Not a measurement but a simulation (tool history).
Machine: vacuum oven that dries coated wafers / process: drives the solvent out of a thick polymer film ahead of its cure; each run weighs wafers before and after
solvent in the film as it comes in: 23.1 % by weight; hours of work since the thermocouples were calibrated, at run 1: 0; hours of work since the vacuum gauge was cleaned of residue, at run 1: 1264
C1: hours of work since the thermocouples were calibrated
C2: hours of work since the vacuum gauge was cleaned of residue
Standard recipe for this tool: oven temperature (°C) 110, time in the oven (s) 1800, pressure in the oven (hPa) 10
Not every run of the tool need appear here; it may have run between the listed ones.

run 1 hour=0 | oven_temperature_(°C)=110 time_in_the_oven_(s)=1800 pressure_in_the_oven_(hPa)=10 | C1=0 C2=1264 | solvent_left_in_the_film_(%)=7.23
run 2 hour=24 | oven_temperature_(°C)=110 time_in_the_oven_(s)=1800 pressure_in_the_oven_(hPa)=10 | C1=15 C2=1279 | solvent_left_in_the_film_(%)=7.23
run 3 hour=63.7 | oven_temperature_(°C)=110 time_in_the_oven_(s)=1800 pressure_in_the_oven_(hPa)=10 | C1=40 C2=1304 | solvent_left_in_the_film_(%)=7.19
run 4 hour=101.2 | oven_temperature_(°C)=110 time_in_the_oven_(s)=1800 pressure_in_the_oven_(hPa)=10 | C1=64 C2=1328 | solvent_left_in_the_film_(%)=7.26
run 5 hour=139.3 | oven_temperature_(°C)=110 time_in_the_oven_(s)=1800 pressure_in_the_oven_(hPa)=10 | C1=88 C2=1352 | solvent_left_in_the_film_(%)=7.24
run 6 hour=181.1 | oven_temperature_(°C)=110 time_in_the_oven_(s)=1800 pressure_in_the_oven_(hPa)=10 | C1=114 C2=1378 | solvent_left_in_the_film_(%)=7.21
run 7 hour=202.2 | oven_temperature_(°C)=110 time_in_the_oven_(s)=1800 pressure_in_the_oven_(hPa)=10 | C1=127 C2=1391 | solvent_left_in_the_film_(%)=7.25
run 8 hour=246 | oven_temperature_(°C)=110 time_in_the_oven_(s)=1800 pressure_in_the_oven_(hPa)=10 | C1=155 C2=1419 | solvent_left_in_the_film_(%)=7.23
run 9 hour=285.7 | oven_temperature_(°C)=110 time_in_the_oven_(s)=1800 pressure_in_the_oven_(hPa)=10 | C1=180 C2=1444 | solvent_left_in_the_film_(%)=7.26
run 10 hour=333.7 | oven_temperature_(°C)=110 time_in_the_oven_(s)=1800 pressure_in_the_oven_(hPa)=10 | C1=210 C2=1474 | solvent_left_in_the_film_(%)=7.2
run 11 hour=377.3 | oven_temperature_(°C)=110 time_in_the_oven_(s)=1800 pressure_in_the_oven_(hPa)=10 | C1=237 C2=1501 | solvent_left_in_the_film_(%)=7.2
run 12 hour=419.3 | oven_temperature_(°C)=110 time_in_the_oven_(s)=2340 pressure_in_the_oven_(hPa)=10 | C1=264 C2=1528 | solvent_left_in_the_film_(%)=5.72
run 13 hour=454.1 | oven_temperature_(°C)=110 time_in_the_oven_(s)=2340 pressure_in_the_oven_(hPa)=10 | C1=286 C2=1550 | solvent_left_in_the_film_(%)=5.71
run 14 hour=494.2 | oven_temperature_(°C)=110 time_in_the_oven_(s)=2340 pressure_in_the_oven_(hPa)=10 | C1=311 C2=1575 | solvent_left_in_the_film_(%)=5.73
run 15 hour=537.9 | oven_temperature_(°C)=110 time_in_the_oven_(s)=2340 pressure_in_the_oven_(hPa)=10 | C1=338 C2=1602 | solvent_left_in_the_film_(%)=5.69
run 16 hour=563.8 | oven_temperature_(°C)=110 time_in_the_oven_(s)=2340 pressure_in_the_oven_(hPa)=10 | C1=355 C2=1619 | solvent_left_in_the_film_(%)=5.7
run 17 hour=602.7 | oven_temperature_(°C)=110 time_in_the_oven_(s)=2340 pressure_in_the_oven_(hPa)=10 | C1=379 C2=1643 | solvent_left_in_the_film_(%)=5.71
run 18 hour=635.1 | oven_temperature_(°C)=120 time_in_the_oven_(s)=1320 pressure_in_the_oven_(hPa)=10.2 | C1=399 C2=1663 | solvent_left_in_the_film_(%)=5.95
run 19 hour=665.8 | oven_temperature_(°C)=110 time_in_the_oven_(s)=2280 pressure_in_the_oven_(hPa)=13.7 | C1=419 C2=1683 | solvent_left_in_the_film_(%)=6.45
run 20 hour=715.8 | oven_temperature_(°C)=108 time_in_the_oven_(s)=3000 pressure_in_the_oven_(hPa)=16 | C1=450 C2=1714 | solvent_left_in_the_film_(%)=6.18
run 21 hour=750.4 | oven_temperature_(°C)=102 time_in_the_oven_(s)=1560 pressure_in_the_oven_(hPa)=33.3 | C1=472 C2=1736 | solvent_left_in_the_film_(%)=14.45
run 22 hour=790 | oven_temperature_(°C)=114 time_in_the_oven_(s)=1200 pressure_in_the_oven_(hPa)=10 | C1=497 C2=1761 | solvent_left_in_the_film_(%)=8.34
-- hour=796.4 oven's thermocouples calibrated
run 23 hour=842.2 | oven_temperature_(°C)=102 time_in_the_oven_(s)=2940 pressure_in_the_oven_(hPa)=10 | C1=29 C2=1792 | solvent_left_in_the_film_(%)=7.08
run 24 hour=891.3 | oven_temperature_(°C)=102 time_in_the_oven_(s)=2940 pressure_in_the_oven_(hPa)=10 | C1=60 C2=1823 | solvent_left_in_the_film_(%)=7.06
run 25 hour=913.7 | oven_temperature_(°C)=102 time_in_the_oven_(s)=2940 pressure_in_the_oven_(hPa)=10 | C1=74 C2=1837 | solvent_left_in_the_film_(%)=7.06
run 26 hour=940 | oven_temperature_(°C)=102 time_in_the_oven_(s)=2940 pressure_in_the_oven_(hPa)=10 | C1=90 C2=1854 | solvent_left_in_the_film_(%)=7.04
run 27 hour=980.9 | oven_temperature_(°C)=100 time_in_the_oven_(s)=2940 pressure_in_the_oven_(hPa)=10.5 | C1=116 C2=1880 | solvent_left_in_the_film_(%)=7.86
run 28 hour=1027.7 | oven_temperature_(°C)=100 time_in_the_oven_(s)=2940 pressure_in_the_oven_(hPa)=10.5 | C1=146 C2=1909 | solvent_left_in_the_film_(%)=7.87
-- hour=1049.2 oven's thermocouples calibrated, once more
run 29 hour=1060.9 | oven_temperature_(°C)=100 time_in_the_oven_(s)=2940 pressure_in_the_oven_(hPa)=10.5 | C1=7 C2=1929 | solvent_left_in_the_film_(%)=8.06
run 30 hour=1111.3 | oven_temperature_(°C)=107 time_in_the_oven_(s)=1860 pressure_in_the_oven_(hPa)=27.6 | C1=39 C2=1960 | solvent_left_in_the_film_(%)=10.83
run 31 hour=1139.7 | oven_temperature_(°C)=107 time_in_the_oven_(s)=1860 pressure_in_the_oven_(hPa)=27.6 | C1=57 C2=1978 | solvent_left_in_the_film_(%)=10.94
run 32 hour=1171.5 | oven_temperature_(°C)=110 time_in_the_oven_(s)=900 pressure_in_the_oven_(hPa)=16.5 | C1=77 C2=1998 | solvent_left_in_the_film_(%)=12.08
run 33 hour=1221.3 | oven_temperature_(°C)=110 time_in_the_oven_(s)=900 pressure_in_the_oven_(hPa)=16.5 | C1=108 C2=2030 | solvent_left_in_the_film_(%)=12.1
run 34 hour=1252.1 | oven_temperature_(°C)=106 time_in_the_oven_(s)=1800 pressure_in_the_oven_(hPa)=10 | C1=128 C2=2049 | solvent_left_in_the_film_(%)=8.68

Predict each of these 5 candidate next runs independently; none follows another, all start after run 34:
run A hour=1278.1 | oven_temperature_(°C)=118 time_in_the_oven_(s)=1800 pressure_in_the_oven_(hPa)=9.7 | C1=144 C2=2065 | solvent_left_in_the_film_(%)=?
run B hour=1278.1 | oven_temperature_(°C)=109 time_in_the_oven_(s)=1140 pressure_in_the_oven_(hPa)=10 | C1=144 C2=2065 | solvent_left_in_the_film_(%)=?
run C hour=1278.1 | oven_temperature_(°C)=112 time_in_the_oven_(s)=1800 pressure_in_the_oven_(hPa)=11.9 | C1=144 C2=2065 | solvent_left_in_the_film_(%)=?
run D hour=1278.1 | oven_temperature_(°C)=106 time_in_the_oven_(s)=1680 pressure_in_the_oven_(hPa)=40 | C1=144 C2=2065 | solvent_left_in_the_film_(%)=?
run E hour=1278.1 | oven_temperature_(°C)=110 time_in_the_oven_(s)=1620 pressure_in_the_oven_(hPa)=10 | C1=144 C2=2065 | solvent_left_in_the_film_(%)=?

run=A solvent_left_in_the_film_(%)=4.82
run=B solvent_left_in_the_film_(%)=10.35
run=C solvent_left_in_the_film_(%)=6.91
run=D solvent_left_in_the_film_(%)=13.63
run=E solvent_left_in_the_film_(%)=7.85
What these runs would have given with no unlogged condition in the tool:
run=A solvent_left_in_the_film_(%)=4.29
run=B solvent_left_in_the_film_(%)=9.84
run=C solvent_left_in_the_film_(%)=6.31
run=D solvent_left_in_the_film_(%)=13
run=E solvent_left_in_the_film_(%)=7.26

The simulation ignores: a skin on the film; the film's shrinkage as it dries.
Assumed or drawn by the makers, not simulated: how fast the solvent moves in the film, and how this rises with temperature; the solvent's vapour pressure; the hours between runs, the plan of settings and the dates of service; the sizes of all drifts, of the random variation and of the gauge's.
